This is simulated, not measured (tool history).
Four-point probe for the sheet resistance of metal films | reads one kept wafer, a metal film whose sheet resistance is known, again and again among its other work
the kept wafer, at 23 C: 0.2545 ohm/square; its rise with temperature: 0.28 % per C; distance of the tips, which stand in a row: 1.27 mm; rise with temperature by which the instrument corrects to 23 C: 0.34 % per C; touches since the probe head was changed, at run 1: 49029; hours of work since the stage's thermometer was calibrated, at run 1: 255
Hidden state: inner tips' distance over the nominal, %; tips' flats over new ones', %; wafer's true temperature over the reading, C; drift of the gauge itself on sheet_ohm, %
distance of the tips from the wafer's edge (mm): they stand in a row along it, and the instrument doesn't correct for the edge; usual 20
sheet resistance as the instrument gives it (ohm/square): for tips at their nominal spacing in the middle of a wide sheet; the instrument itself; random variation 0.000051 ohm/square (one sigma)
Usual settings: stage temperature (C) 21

run	day	stage temperature (C)	distance of the tips from the wafer's edge (mm)	touches since the probe head was changed	hours of work since the stage's thermometer was calibrated	sheet resistance as the instrument gives it (ohm/square)
1	0.000	21	20	49029	255	0.254650
2	0.979	21	20	49995	273	0.254680
3	1.604	21	20	50611	285	0.254737
4	2.225	21	10	51220	297	0.256360
5	3.150	32	10	52133	315	0.254638
6	4.175	32	10	53140	334	0.254560
7	4.883	21	20	53841	348	0.254664
8	6.271	21	20	55204	374	0.254651
9	6.933	21	20	55858	387	0.254649
10	7.567	30	41	56483	399	0.252794
11	8.996	26	20	57889	426	0.253895
12	10.367	26	20	59238	453	0.253757
13	11.375	26	20	60232	472	0.253804
14	12.188	35	36	61034	487	0.252039

Forecast each of these 5 alternatives for the next run:
A	13.175	21	7	62007	506	?
B	13.175	19	20	62007	506	?
C	13.175	21	61	62007	506	?
D	13.175	26	10	62007	506	?
E	13.175	19	38	62007	506	?

run	sheet resistance as the instrument gives it (ohm/square)
A	0.258453
B	0.254834
C	0.254011
D	0.255420
E	0.254474
Without the tool's hidden state the same runs would have given:
run	sheet resistance as the instrument gives it (ohm/square)
A	0.259313
B	0.255683
C	0.254858
D	0.256272
E	0.255322
